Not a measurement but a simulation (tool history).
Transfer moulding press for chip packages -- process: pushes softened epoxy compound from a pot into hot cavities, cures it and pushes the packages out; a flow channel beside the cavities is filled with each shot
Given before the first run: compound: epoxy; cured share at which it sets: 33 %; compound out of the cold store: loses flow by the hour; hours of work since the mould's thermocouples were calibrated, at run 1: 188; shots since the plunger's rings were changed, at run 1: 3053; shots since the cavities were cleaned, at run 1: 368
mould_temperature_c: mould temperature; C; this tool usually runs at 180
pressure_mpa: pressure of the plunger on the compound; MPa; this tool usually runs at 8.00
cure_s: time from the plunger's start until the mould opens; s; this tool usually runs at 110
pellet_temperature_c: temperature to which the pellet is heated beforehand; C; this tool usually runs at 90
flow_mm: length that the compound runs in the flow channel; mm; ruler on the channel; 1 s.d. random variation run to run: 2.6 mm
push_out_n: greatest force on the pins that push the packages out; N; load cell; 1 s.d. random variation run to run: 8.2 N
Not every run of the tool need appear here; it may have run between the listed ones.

| run | hour | mould_temperature_c | pressure_mpa | cure_s | pellet_temperature_c | hours of work since the mould's thermocouples were calibrated | shots since the plunger's rings were changed | shots since the cavities were cleaned | incoming compound's hours out of the cold store | flow_mm | push_out_n |
|---|---|---|---|---|---|---|---|---|---|---|---|
| 1 | 0.0 | 180 | 8.00 | 110 | 90 | 188 | 3053 | 368 | 24.1 | 722 | 355 |
| 2 | 27.9 | 180 | 8.00 | 120 | 90 | 205 | 3312 | 627 | 31.7 | 685 | 305 |
|  | 32.2 | cavities cleaned with cleaning compound and waxed |
| 3 | 43.9 | 180 | 8.00 | 110 | 90 | 214 | 3445 | 108 | 47.5 | 623 | 337 |
|  | 54.0 | plunger's sealing rings changed |
| 4 | 68.2 | 180 | 8.00 | 110 | 90 | 227 | 132 | 311 | 34.2 | 680 | 339 |
| 5 | 82.8 | 180 | 6.00 | 110 | 90 | 236 | 267 | 446 | 24.7 | 623 | 352 |
|  | 104.4 | cavities cleaned with cleaning compound and waxed |
| 6 | 116.0 | 180 | 6.00 | 110 | 90 | 255 | 560 | 107 | 28.9 | 606 | 343 |
| 7 | 135.5 | 184 | 8.82 | 117 | 100 | 267 | 740 | 287 | 36.3 | 692 | 316 |

Predict the results of run 8:
| 8 | 154.3 | 180 | 8.19 | 110 | 100 | 278 | 914 | 461 | 24.0 | ? | ? |

{"run 8": {"flow_mm": 727, "push_out_n": 350}}
On a tool with no hidden condition, and with the same random variation, this run would have come out at flow_mm 727 mm, push_out_n 348 N.
